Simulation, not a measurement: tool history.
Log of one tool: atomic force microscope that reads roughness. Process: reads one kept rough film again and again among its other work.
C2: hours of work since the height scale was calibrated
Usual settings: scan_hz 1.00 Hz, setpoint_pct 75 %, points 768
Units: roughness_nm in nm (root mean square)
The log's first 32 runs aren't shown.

Run 33, hour 704.9: usual settings but scan_hz 3.39 Hz, setpoint_pct 83 %, points 982; pictures with this tip 58; C2 169. Result: roughness_nm 1.300 nm (root mean square).
Run 34, hour 717.5: usual settings but scan_hz 2.54 Hz, setpoint_pct 89 %, points 982; pictures with this tip 78; C2 178. Result: roughness_nm 1.259 nm (root mean square).
Run 35, hour 743.3: usual settings but scan_hz 2.54 Hz, setpoint_pct 89 %, points 982; pictures with this tip 118; C2 198. Result: roughness_nm 1.191 nm (root mean square).
Run 36, hour 756.3: usual settings but scan_hz 2.54 Hz, setpoint_pct 89 %, points 982; pictures with this tip 139; C2 208. Result: roughness_nm 1.148 nm (root mean square).
Run 37, hour 783.9: usual settings but scan_hz 0.57 Hz, setpoint_pct 89 %, points 704; pictures with this tip 182; C2 229. Result: roughness_nm 1.212 nm (root mean square).
Run 38, hour 795.9: usual settings but scan_hz 1.27 Hz, setpoint_pct 67 %, points 840; pictures with this tip 201; C2 238. Result: roughness_nm 1.205 nm (root mean square).
Run 39, hour 819.4: usual settings but scan_hz 1.27 Hz, setpoint_pct 67 %, points 840; pictures with this tip 238; C2 256. Result: roughness_nm 1.154 nm (root mean square).
At hour 822.5: new tip fitted.
Run 40, hour 844.1: usual settings but scan_hz 1.27 Hz, setpoint_pct 60 %, points 292; pictures with this tip 34; C2 275. Result: roughness_nm 1.494 nm (root mean square).
Run 41, hour 858.0: usual settings but scan_hz 1.23 Hz, setpoint_pct 87 %, points 312; pictures with this tip 56; C2 285. Result: roughness_nm 1.363 nm (root mean square).
Run 42, hour 885.9: usual settings but scan_hz 0.61 Hz, points 956; pictures with this tip 100; C2 307. Result: roughness_nm 1.380 nm (root mean square).
Run 43, hour 903.7: usual settings but scan_hz 0.70 Hz, setpoint_pct 78 %; pictures with this tip 128; C2 320. Result: roughness_nm 1.315 nm (root mean square).
Run 44, hour 928.2: usual settings but scan_hz 0.52 Hz, points 374; pictures with this tip 166; C2 339. Result: roughness_nm 1.248 nm (root mean square).
Run 45, hour 950.2: usual settings but scan_hz 3.99 Hz, setpoint_pct 64 %, points 777; pictures with this tip 201; C2 356. Result: roughness_nm 1.147 nm (root mean square).
Run 46, hour 971.8: usual settings but scan_hz 3.99 Hz, setpoint_pct 64 %, points 777; pictures with this tip 235; C2 373. Result: roughness_nm 1.093 nm (root mean square).
At hour 977.6: new tip fitted.
Run 47, hour 990.4: usual settings but scan_hz 3.07 Hz, setpoint_pct 62 %, points 732; pictures with this tip 20; C2 386. Result: roughness_nm 1.504 nm (root mean square).
Run 48, hour 1006.7: usual settings but scan_hz 1.27 Hz, setpoint_pct 85 %, points 732; pictures with this tip 46; C2 399. Result: roughness_nm 1.430 nm (root mean square).
Run 49, hour 1031.5: usual settings but scan_hz 1.27 Hz, setpoint_pct 85 %, points 732; pictures with this tip 85; C2 418. Result: roughness_nm 1.342 nm (root mean square).
Run 50, hour 1045.8: usual settings but scan_hz 1.27 Hz, setpoint_pct 64 %, points 413; pictures with this tip 108; C2 429. Result: roughness_nm 1.351 nm (root mean square).
Run 51, hour 1073.9: usual settings but scan_hz 1.34 Hz, points 370; pictures with this tip 152; C2 450. Result: roughness_nm 1.222 nm (root mean square).
Run 52, hour 1099.8: usual settings but scan_hz 0.78 Hz, points 347; pictures with this tip 192; C2 470. Result: roughness_nm 1.170 nm (root mean square).

4 ways to go on from here, each from the tool as it stands after run 52. What would each give?
Run A, hour 1121.5: usual settings but scan_hz 0.68 Hz, setpoint_pct 87 %, points 315; pictures with this tip 227; C2 487. Result: roughness_nm ?.
Run B, hour 1121.5: usual settings but scan_hz 0.53 Hz, points 347; pictures with this tip 227; C2 487. Result: roughness_nm ?.
Run C, hour 1121.5: usual settings but points 371; pictures with this tip 227; C2 487. Result: roughness_nm ?.
Run D, hour 1121.5: usual settings but points 786; pictures with this tip 227; C2 487. Result: roughness_nm ?.

run  roughness_nm
  A         1.108
  B         1.135
  C         1.122
  D         1.135
Without the tool's hidden state the same runs would have given:
run  roughness_nm
  A         1.557
  B         1.599
  C         1.579
  D         1.599
